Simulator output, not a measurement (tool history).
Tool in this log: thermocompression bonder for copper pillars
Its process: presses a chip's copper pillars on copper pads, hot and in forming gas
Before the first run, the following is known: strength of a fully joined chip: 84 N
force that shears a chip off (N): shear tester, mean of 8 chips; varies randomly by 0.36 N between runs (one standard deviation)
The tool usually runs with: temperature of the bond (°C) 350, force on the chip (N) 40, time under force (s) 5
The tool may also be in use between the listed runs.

run	day	temperature of the bond (°C)	force on the chip (N)	time under force (s)	force that shears a chip off (N)
1	0	350	40	5	26.6
2	4.038	350	40	5	27.9
3	7.021	350	40	5	29.8
4	9.296	350	40	4	27.7
5	11.483	350	40	4	27.1
6	14.288	350	40	4	26.6
7	18.362	350	40	4	25.2
8	21.575	350	40	6	29.2
9	23.817	350	40	6	29.1
10	27.033	350	40	6	30.7
11	29.429	350	40	6	30.1
12	31.429	350	40	6	30.7
13	33.958	350	40	6	29.4
14	36.362	350	40	4	27.7
15	39.683	374	40	4	34.4
16	42.642	374	40	4	35.1
17	44.308	374	40	4	34.5
18	48.379	350	40	5	28.9
19	50.192	350	30	3	17.2
20	53.525	365	41	5	33.6
21	56.821	350	46	5	31.8
22	60.333	350	45	3	24.8
23	64.196	376	57	14	61.6
24	66.829	350	40	6	33.2
25	69.971	336	42	3	21.8
26	71.888	336	42	3	21.3
27	74.821	336	42	3	20.7
28	77.471	336	42	3	21
29	80.5	329	37	10	27.6
30	82.608	329	33	5	18.1
31	86.279	329	33	5	17.7
32	90.146	329	33	5	17.4
33	92.429	329	33	5	17.4
34	94.746	345	57	3	29.3
35	98.138	369	34	4	27.9

The log once held 8 entries between its listed runs, left out of this copy. Where does each go, and what is different about the tool's unlogged condition between the listed run before it and the listed run after it?
Runs 1 to 2: force cell calibrated (day 1.512)
  true temperature of the bond over the reading, C: -3.5 -> -3.7; force that reaches the chip, % of what is set: 96.1 -> 98.9; oxide that the forming gas leaves, % of the face: 8.53 -> 9.76
  difference, measured minus the result without the unlogged condition, force that shears a chip off (N): -4.7 -> -4.3
Runs 2 to 3: forming gas filter changed (day 4.688)
  true temperature of the bond over the reading, C: -3.7 -> -3.8; force that reaches the chip, % of what is set: 98.9 -> 98.7; oxide that the forming gas leaves, % of the face: 9.76 -> 1.24
  difference, measured minus the result without the unlogged condition, force that shears a chip off (N): -4.3 -> -1.8
Runs 6 to 7: heater calibrated with a thermocouple chip (day 16.729)
  true temperature of the bond over the reading, C: -4.2 -> -6.5; force that reaches the chip, % of what is set: 98.3 -> 98.1; oxide that the forming gas leaves, % of the face: 3.57 -> 4.85
  difference, measured minus the result without the unlogged condition, force that shears a chip off (N): -2.6 -> -3.7
Runs 9 to 10: heater calibrated with a thermocouple chip, once more (day 25.029)
  true temperature of the bond over the reading, C: -6.8 -> -0.8; force that reaches the chip, % of what is set: 97.8 -> 97.6; oxide that the forming gas leaves, % of the face: 6.54 -> 7.55
  difference, measured minus the result without the unlogged condition, force that shears a chip off (N): -4.8 -> -3.4
Runs 13 to 14: forming gas filter changed (day 35.475)
  true temperature of the bond over the reading, C: -1.1 -> -1.2; force that reaches the chip, % of what is set: 97.2 -> 97; oxide that the forming gas leaves, % of the face: 9.84 -> 0.78
  difference, measured minus the result without the unlogged condition, force that shears a chip off (N): -4.4 -> -1.3
Runs 22 to 23: force cell calibrated (day 63.475)
  true temperature of the bond over the reading, C: -2.4 -> -2.6; force that reaches the chip, % of what is set: 95.6 -> 99.3; oxide that the forming gas leaves, % of the face: 8.53 -> 9.73
  difference, measured minus the result without the unlogged condition, force that shears a chip off (N): -4.2 -> -7.3
Runs 23 to 24: forming gas filter changed (day 66.042)
  true temperature of the bond over the reading, C: -2.6 -> -2.7; force that reaches the chip, % of what is set: 99.3 -> 99.2; oxide that the forming gas leaves, % of the face: 9.73 -> 0.87
  difference, measured minus the result without the unlogged condition, force that shears a chip off (N): -7.3 -> -1.3
Runs 34 to 35: forming gas filter changed (day 96.521)
  true temperature of the bond over the reading, C: -4.1 -> -4.3; force that reaches the chip, % of what is set: 97.6 -> 97.4; oxide that the forming gas leaves, % of the face: 10.11 -> 1.1
  difference, measured minus the result without the unlogged condition, force that shears a chip off (N): -5.3 -> -2.2

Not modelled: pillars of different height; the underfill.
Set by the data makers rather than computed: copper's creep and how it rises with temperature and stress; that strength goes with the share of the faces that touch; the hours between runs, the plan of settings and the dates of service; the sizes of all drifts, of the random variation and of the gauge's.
